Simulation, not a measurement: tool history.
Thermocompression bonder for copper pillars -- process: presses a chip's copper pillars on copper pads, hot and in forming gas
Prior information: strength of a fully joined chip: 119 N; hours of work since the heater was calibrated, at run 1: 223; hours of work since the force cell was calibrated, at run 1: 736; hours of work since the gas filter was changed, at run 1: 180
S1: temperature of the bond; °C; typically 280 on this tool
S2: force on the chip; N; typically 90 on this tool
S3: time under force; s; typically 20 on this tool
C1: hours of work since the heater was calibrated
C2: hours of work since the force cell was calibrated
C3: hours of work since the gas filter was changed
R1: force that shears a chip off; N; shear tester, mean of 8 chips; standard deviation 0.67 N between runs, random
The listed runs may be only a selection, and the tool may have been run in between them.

run	hour	S1	S2	S3	C1	C2	C3	R1
1	0.0	280	90	20	223	736	180	74.8
2	20.0	280	90	20	233	747	191	74.6
3	39.8	281	90	20	244	757	201	75.3
4	52.5	281	90	20	250	764	208	74.5
5	73.1	281	90	20	261	775	219	74.8
6	93.4	280	90	20	272	786	230	75.2
7	112.4	280	90	20	282	796	240	74.7
8	122.4	280	90	20	287	801	245	74.9
9	135.2	280	90	20	294	808	252	74.1
10	152.9	280	90	20	304	817	261	75.5
11	166.0	280	90	20	310	824	268	74.5
12	181.3	280	90	20	319	832	276	75.1
13	193.1	279	90	20	325	838	282	73.3
14	203.4	279	90	20	330	844	288	73.7
15	223.8	267	62	20	341	855	299	47.8
16	236.0	288	73	16	348	861	305	66.1
17	247.9	259	81	20	354	867	311	51.2

Run 18 comes next. What will it give?
18	266.2	270	101	10	363	877	321	?

{"run 18": {"R1": 56.6}}
The same run, on a tool lacking any hidden state, would have yielded R1 56.9 N.
